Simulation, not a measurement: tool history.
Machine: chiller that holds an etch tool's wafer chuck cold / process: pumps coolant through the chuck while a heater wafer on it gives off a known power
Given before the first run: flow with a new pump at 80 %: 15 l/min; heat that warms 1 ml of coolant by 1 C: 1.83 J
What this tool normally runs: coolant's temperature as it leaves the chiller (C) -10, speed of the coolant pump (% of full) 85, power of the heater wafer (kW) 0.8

run,hour,coolant's temperature as it leaves the chiller (C),speed of the coolant pump (% of full),power of the heater wafer (kW),chuck's temperature once it has settled (C),how much warmer the coolant comes back (C)
1,0,-10,85,0.8,-4.95,1.68
2,26.6,-10,85,0.8,-5.01,1.66
3,52.6,-10,85,0.454,-7.38,0.94
4,79.6,-9,85,0.8,-3.83,1.65
5,97.6,-9,85,0.8,-4.05,1.67
6,119.5,-9,85,0.8,-3.92,1.66
7,136.5,-10,85,0.8,-4.91,1.66
8,160.3,-10,85,0.8,-4.89,1.69
9,182.2,-10,85,0.8,-5.04,1.67
10,201,-18,85,0.8,-13.02,1.66
11,228.3,-10,85,0.8,-4.8,1.66
12,252.3,-14,85,0.8,-8.91,1.67
13,267.2,-8,85,0.8,-3.08,1.67
14,291.6,-8,85,0.8,-3.06,1.65
15,308,-13,85,0.8,-7.99,1.67
16,327,-10,85,0.8,-4.82,1.68
17,348.2,-10,63,0.54,-6.02,1.52
18,363.4,-5,76,0.983,1.77,2.28
# hour 370.6: coolant pump overhauled
19,390.6,-5,76,0.983,1.94,2.31
20,404.5,-10,62,0.648,-4.94,1.92
21,428,-12,85,0.883,-6.28,1.86
22,454.9,-10,71,0.8,-4.15,2.02
23,473.8,-2,73,0.592,2.06,1.45
24,498.1,-2,73,0.592,2.04,1.46
25,510.2,-2,95,0.658,1.83,1.26
# hour 518.8: coolant pump overhauled, once more
26,536.3,-2,95,0.658,1.54,1.19
27,556.4,-10,95,1.007,-4.09,1.85
28,573.8,-10,95,0.473,-7.66,0.87
29,600.6,-13,72,0.628,-8.67,1.53
30,615.8,-4,86,0.567,-0.68,1.14
31,635.9,-10,84,0.8,-4.91,1.68
32,656.3,-10,84,0.8,-5.06,1.67

4 ways to go on from here, each from the tool as it stands after run 32. What would each give?
A,673.7,-13,98,0.685,?,?
B,673.7,-8,80,0.808,?,?
C,673.7,-3,79,0.493,?,?
D,673.7,-18,78,1.129,?,?

run,chuck's temperature once it has settled (C),how much warmer the coolant comes back (C)
A,-9.2,1.2
B,-2.7,1.76
C,-0.03,1.09
D,-10.13,2.56
Stripped of hidden state, with their random variation kept, the same runs would have yielded:
run,chuck's temperature once it has settled (C),how much warmer the coolant comes back (C)
A,-8.82,1.2
B,-2.4,1.76
C,0.39,1.09
D,-9.96,2.55

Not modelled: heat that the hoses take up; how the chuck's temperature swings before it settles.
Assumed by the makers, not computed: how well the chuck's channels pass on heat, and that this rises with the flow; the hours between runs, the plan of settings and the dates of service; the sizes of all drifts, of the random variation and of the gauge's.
